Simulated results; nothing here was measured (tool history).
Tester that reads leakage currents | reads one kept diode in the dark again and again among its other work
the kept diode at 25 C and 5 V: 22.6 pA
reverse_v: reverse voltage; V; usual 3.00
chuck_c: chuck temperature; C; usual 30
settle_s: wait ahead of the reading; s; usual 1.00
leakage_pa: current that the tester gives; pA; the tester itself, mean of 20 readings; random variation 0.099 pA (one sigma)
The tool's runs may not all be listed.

{"run": 1, "day": 0.0, "reverse_v": 3.0, "chuck_c": 30, "settle_s": 1.0, "leakage_pa": 29.57}
{"run": 2, "day": 1.692, "reverse_v": 10.98, "chuck_c": 30, "settle_s": 1.0, "leakage_pa": 51.54}
{"run": 3, "day": 3.212, "reverse_v": 3.0, "chuck_c": 30, "settle_s": 1.0, "leakage_pa": 29.77}
{"run": 4, "day": 4.283, "reverse_v": 3.0, "chuck_c": 30, "settle_s": 1.0, "leakage_pa": 29.89}
{"run": 5, "day": 6.692, "reverse_v": 3.0, "chuck_c": 30, "settle_s": 1.0, "leakage_pa": 29.84}
{"run": 6, "day": 8.179, "reverse_v": 3.0, "chuck_c": 30, "settle_s": 1.0, "leakage_pa": 30.03}
{"run": 7, "day": 10.108, "reverse_v": 1.98, "chuck_c": 30, "settle_s": 1.0, "leakage_pa": 25.58}
{"run": 8, "day": 12.092, "reverse_v": 3.0, "chuck_c": 30, "settle_s": 1.0, "leakage_pa": 30.26}
{"run": 9, "day": 13.617, "reverse_v": 3.0, "chuck_c": 30, "settle_s": 1.0, "leakage_pa": 30.15}
{"run": 10, "day": 15.971, "reverse_v": 3.0, "chuck_c": 30, "settle_s": 1.0, "leakage_pa": 30.17}
{"run": 11, "day": 18.158, "reverse_v": 3.0, "chuck_c": 30, "settle_s": 1.0, "leakage_pa": 30.16}
{"run": 12, "day": 19.908, "reverse_v": 3.0, "chuck_c": 30, "settle_s": 1.0, "leakage_pa": 30.4}
{"run": 13, "day": 21.842, "reverse_v": 3.0, "chuck_c": 30, "settle_s": 1.29, "leakage_pa": 30.32}
{"run": 14, "day": 24.046, "reverse_v": 3.0, "chuck_c": 30, "settle_s": 1.29, "leakage_pa": 30.43}
{"run": 15, "day": 25.792, "reverse_v": 3.0, "chuck_c": 30, "settle_s": 1.29, "leakage_pa": 30.52}
{"run": 16, "day": 27.958, "reverse_v": 3.0, "chuck_c": 30, "settle_s": 1.29, "leakage_pa": 30.56}
{"run": 17, "day": 29.717, "reverse_v": 3.0, "chuck_c": 30, "settle_s": 1.29, "leakage_pa": 30.74}
{"run": 18, "day": 31.283, "reverse_v": 3.0, "chuck_c": 30, "settle_s": 9.53, "leakage_pa": 30.23}
{"day": 31.533, "done": "probe card cleaned and baked"}
{"run": 19, "day": 33.225, "reverse_v": 3.0, "chuck_c": 30, "settle_s": 1.0, "leakage_pa": 31.49}
{"run": 20, "day": 34.425, "reverse_v": 3.0, "chuck_c": 30, "settle_s": 1.0, "leakage_pa": 31.87}
{"run": 21, "day": 36.517, "reverse_v": 1.42, "chuck_c": 23, "settle_s": 3.43, "leakage_pa": 13.63}
{"run": 22, "day": 37.954, "reverse_v": 1.42, "chuck_c": 38, "settle_s": 0.87, "leakage_pa": 41.61}
{"run": 23, "day": 40.338, "reverse_v": 3.0, "chuck_c": 39, "settle_s": 1.41, "leakage_pa": 60.03}
{"run": 24, "day": 42.679, "reverse_v": 3.0, "chuck_c": 39, "settle_s": 1.41, "leakage_pa": 60.28}
{"day": 43.596, "done": "probe card cleaned and baked, once more"}
{"run": 25, "day": 44.162, "reverse_v": 1.76, "chuck_c": 43, "settle_s": 1.17, "leakage_pa": 63.57}
{"run": 26, "day": 45.775, "reverse_v": 11.8, "chuck_c": 35, "settle_s": 5.59, "leakage_pa": 73.21}
{"run": 27, "day": 46.879, "reverse_v": 11.8, "chuck_c": 35, "settle_s": 5.59, "leakage_pa": 73.05}
{"run": 28, "day": 48.929, "reverse_v": 16.27, "chuck_c": 30, "settle_s": 8.97, "leakage_pa": 56.9}
{"run": 29, "day": 50.758, "reverse_v": 3.0, "chuck_c": 32, "settle_s": 0.4, "leakage_pa": 36.82}
{"run": 30, "day": 53.117, "reverse_v": 12.56, "chuck_c": 44, "settle_s": 0.36, "leakage_pa": 152.9}
{"run": 31, "day": 54.933, "reverse_v": 12.39, "chuck_c": 29, "settle_s": 0.47, "leakage_pa": 55.03}
{"run": 32, "day": 56.062, "reverse_v": 14.95, "chuck_c": 58, "settle_s": 0.85, "leakage_pa": 400.45}
{"run": 33, "day": 57.208, "reverse_v": 2.56, "chuck_c": 28, "settle_s": 1.0, "leakage_pa": 25.0}
{"run": 34, "day": 58.812, "reverse_v": 18.28, "chuck_c": 46, "settle_s": 0.88, "leakage_pa": 197.59}
{"run": 35, "day": 59.854, "reverse_v": 1.11, "chuck_c": 30, "settle_s": 4.37, "leakage_pa": 20.72}
{"day": 61.225, "done": "chuck's temperature calibrated"}
{"run": 36, "day": 61.317, "reverse_v": 2.71, "chuck_c": 52, "settle_s": 1.0, "leakage_pa": 133.5}
{"run": 37, "day": 63.771, "reverse_v": 2.71, "chuck_c": 52, "settle_s": 1.0, "leakage_pa": 134.43}
{"run": 38, "day": 65.917, "reverse_v": 2.71, "chuck_c": 52, "settle_s": 1.0, "leakage_pa": 134.83}
{"run": 39, "day": 67.254, "reverse_v": 2.71, "chuck_c": 52, "settle_s": 1.0, "leakage_pa": 134.91}

Forecast each of these 5 alternatives for the next run:
{"run": "A", "day": 69.342, "reverse_v": 1.04, "chuck_c": 22, "settle_s": 0.46, "leakage_pa": "?"}
{"run": "B", "day": 69.342, "reverse_v": 3.0, "chuck_c": 30, "settle_s": 7.73, "leakage_pa": "?"}
{"run": "C", "day": 69.342, "reverse_v": 7.06, "chuck_c": 21, "settle_s": 1.0, "leakage_pa": "?"}
{"run": "D", "day": 69.342, "reverse_v": 2.34, "chuck_c": 49, "settle_s": 1.22, "leakage_pa": "?"}
{"run": "E", "day": 69.342, "reverse_v": 7.77, "chuck_c": 30, "settle_s": 1.68, "leakage_pa": "?"}

run=A leakage_pa=10.66
run=B leakage_pa=28.73
run=C leakage_pa=21.76
run=D leakage_pa=103.79
run=E leakage_pa=42.73
Without the tool's hidden state the same runs would have given:
run=A leakage_pa=10.33
run=B leakage_pa=27.82
run=C leakage_pa=20.53
run=D leakage_pa=101.66
run=E leakage_pa=41.01

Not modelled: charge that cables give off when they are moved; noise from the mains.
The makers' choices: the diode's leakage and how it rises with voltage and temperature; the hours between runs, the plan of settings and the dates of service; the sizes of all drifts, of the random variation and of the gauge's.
